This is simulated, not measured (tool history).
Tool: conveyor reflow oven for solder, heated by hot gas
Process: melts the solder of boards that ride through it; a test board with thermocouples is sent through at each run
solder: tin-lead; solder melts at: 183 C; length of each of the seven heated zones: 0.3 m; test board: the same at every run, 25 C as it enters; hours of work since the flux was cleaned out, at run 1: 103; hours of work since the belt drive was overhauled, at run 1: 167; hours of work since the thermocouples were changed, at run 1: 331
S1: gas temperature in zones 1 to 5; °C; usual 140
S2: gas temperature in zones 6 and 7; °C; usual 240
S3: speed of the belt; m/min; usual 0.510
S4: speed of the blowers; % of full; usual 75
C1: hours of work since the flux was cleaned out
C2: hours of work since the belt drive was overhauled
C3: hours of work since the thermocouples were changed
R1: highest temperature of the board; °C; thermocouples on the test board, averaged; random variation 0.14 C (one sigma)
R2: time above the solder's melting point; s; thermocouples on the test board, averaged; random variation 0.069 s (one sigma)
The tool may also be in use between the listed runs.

run     day   S1   S2     S3  S4   C1   C2   C3     R1     R2
  1   0.000  140  240  0.510  75  103  167  331  227.0  60.04
  2   0.542  140  240  0.510  75  113  178  342  227.0  60.00
  3   0.908  140  240  0.510  75  120  185  349  227.0  60.00
  4   1.400  140  240  0.510  75  130  194  358  227.0  59.99
  5   1.846  140  240  0.510  75  138  203  366  226.9  59.98
  6   2.158  140  240  0.510  75  144  209  372  227.3  60.12
  7   2.500  140  240  0.510  75  151  215  379  227.1  60.06
  8   2.979  140  240  0.510  75  160  224  388  227.3  60.05
  9   3.317  140  240  0.510  75  166  231  395  227.1  59.93
 10   3.800  140  240  0.510  75  176  240  404  227.1  60.03
 11   4.262  140  240  0.510  75  184  249  413  227.1  60.02
 12   4.600  140  243  0.510  75  191  255  419  229.9  61.39
 13   5.058  140  240  0.574  75  200  264  428  223.2  51.15
 14   5.646  140  240  0.510  81  211  275  439  228.3  60.84
 15   6.204  140  240  0.510  81  221  286  450  228.2  60.68
 16   6.504  140  240  0.510  81  227  292  455  227.9  60.72
 17   6.808  140  246  0.510  75  233  298  461  232.3  62.62
 18   7.112  149  231  0.500  56  239  303  467  216.1  57.36
 19   7.454  145  240  0.422  67  245  310  474  230.9  76.97
 20   7.850  145  240  0.422  67  253  317  481  230.7  77.14
 21   8.300  145  240  0.422  67  262  326  490  230.5  76.95
 22   8.621  140  245  0.510  75  268  332  496  231.5  62.16
 23   9.054  140  250  0.485  75  276  340  504  237.5  68.22
 24   9.358  140  250  0.485  75  282  346  510  237.4  68.35
 25   9.608  144  236  0.491  84  286  351  515  226.5  63.80
 26   9.925  132  240  0.590  75  293  357  521  221.0  46.20
 27  10.429  149  240  0.590  75  302  367  530  223.8  52.85
 28  10.679  140  240  0.510  86  307  371  535  229.3  61.30

Run 29 comes next. What will it give?
 29  10.933  130  245  0.540  79  312  376  540   ?   ?

Run 29 gave R1 229.0 °C, R2 54.97 s.
Without the tool's hidden state the same run would have given R1 229.1 °C, R2 54.99 s.
